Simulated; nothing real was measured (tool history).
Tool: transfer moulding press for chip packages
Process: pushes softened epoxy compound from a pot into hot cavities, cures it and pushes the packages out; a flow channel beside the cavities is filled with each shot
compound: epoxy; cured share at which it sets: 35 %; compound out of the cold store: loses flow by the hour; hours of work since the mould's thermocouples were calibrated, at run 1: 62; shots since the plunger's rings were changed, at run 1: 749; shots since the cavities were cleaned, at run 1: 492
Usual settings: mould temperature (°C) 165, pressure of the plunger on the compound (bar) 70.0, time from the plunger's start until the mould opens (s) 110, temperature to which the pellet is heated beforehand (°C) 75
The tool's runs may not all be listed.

run,hour,mould temperature (°C),pressure of the plunger on the compound (bar),time from the plunger's start until the mould opens (s),temperature to which the pellet is heated beforehand (°C),hours of work since the mould's thermocouples were calibrated,shots since the plunger's rings were changed,shots since the cavities were cleaned,incoming compound's hours out of the cold store,length that the compound runs in the flow channel (mm),greatest force on the pins that push the packages out (N)
1,0.0,165,70.0,110,75,62,749,492,39.3,576,331
# hour 3.8: cavities cleaned with cleaning compound and waxed
2,20.2,165,70.0,110,75,77,980,203,14.8,642,337
3,39.0,165,70.0,110,75,91,1213,436,24.8,612,328
# hour 48.1: cavities cleaned with cleaning compound and waxed
4,68.0,165,70.0,110,75,112,1552,246,13.9,659,328
# hour 91.7: cavities cleaned with cleaning compound and waxed
5,101.5,165,70.0,110,83,137,1949,122,26.9,612,339
6,117.3,160,70.0,110,75,149,2143,316,8.5,681,419
# hour 135.2: cavities cleaned with cleaning compound and waxed
7,141.1,160,70.0,110,75,166,2419,73,43.2,574,377
8,161.1,165,70.0,146,75,181,2666,320,16.4,643,321
# hour 179.0: cavities cleaned with cleaning compound and waxed
9,194.7,165,70.0,110,75,206,3063,194,44.1,570,329
# hour 222.6: cavities cleaned with cleaning compound and waxed
10,222.6,165,70.0,110,75,226,3389,0,35.7,587,343
11,256.4,165,70.0,110,75,252,3808,419,18.2,637,338
# hour 268.6: cavities cleaned with cleaning compound and waxed
12,275.8,165,70.0,110,75,266,4029,90,14.0,644,329
13,296.6,165,70.0,110,75,282,4286,347,24.4,627,344
# hour 312.5: cavities cleaned with cleaning compound and waxed
14,319.0,165,66.8,120,71,298,4544,80,13.5,639,331
15,344.1,165,64.8,110,75,317,4855,391,17.1,626,342
# hour 356.6: cavities cleaned with cleaning compound and waxed
16,367.4,171,70.0,110,75,334,5124,134,45.8,549,308
17,382.3,170,84.8,110,75,345,5308,318,32.8,644,315
# hour 401.4: cavities cleaned with cleaning compound and waxed
18,405.0,165,70.0,107,76,362,5570,44,21.8,626,349
19,438.8,172,81.0,125,80,388,5988,462,26.6,635,302
# hour 445.6: cavities cleaned with cleaning compound and waxed
20,466.3,165,71.8,144,75,408,6310,256,36.6,587,308
21,487.0,161,86.9,110,68,423,6566,512,9.7,748,395
# hour 491.4: cavities cleaned with cleaning compound and waxed
# hour 512.2: plunger's sealing rings changed
22,522.2,161,86.9,110,68,447,123,349,17.8,738,399
# hour 537.6: cavities cleaned with cleaning compound and waxed
23,552.6,165,70.0,131,78,470,481,186,35.7,586,317
# hour 580.9: cavities cleaned with cleaning compound and waxed
24,582.0,165,70.0,131,78,491,825,13,41.3,578,322
25,598.1,164,86.3,131,78,503,1025,213,11.6,745,329
26,616.8,164,86.3,131,78,518,1256,444,23.9,706,327

Forecast each of these 5 alternatives for the next run:
# hour 624.1: cavities cleaned with cleaning compound and waxed
A,649.9,165,70.0,110,70,542,1647,319,19.2,?,?
# hour 624.1: cavities cleaned with cleaning compound and waxed
B,649.9,165,70.0,130,75,542,1647,319,36.6,?,?
# hour 624.1: cavities cleaned with cleaning compound and waxed
C,649.9,165,82.7,136,75,542,1647,319,18.4,?,?
# hour 624.1: cavities cleaned with cleaning compound and waxed
D,649.9,165,77.1,110,75,542,1647,319,24.2,?,?
# hour 624.1: cavities cleaned with cleaning compound and waxed
E,649.9,171,86.3,131,81,542,1647,319,37.4,?,?

run,length that the compound runs in the flow channel (mm),greatest force on the pins that push the packages out (N)
A,624,334
B,580,318
C,697,320
D,648,329
E,622,316
Without the tool's hidden state the same runs would have given:
run,length that the compound runs in the flow channel (mm),greatest force on the pins that push the packages out (N)
A,625,330
B,581,315
C,697,316
D,648,325
E,622,313
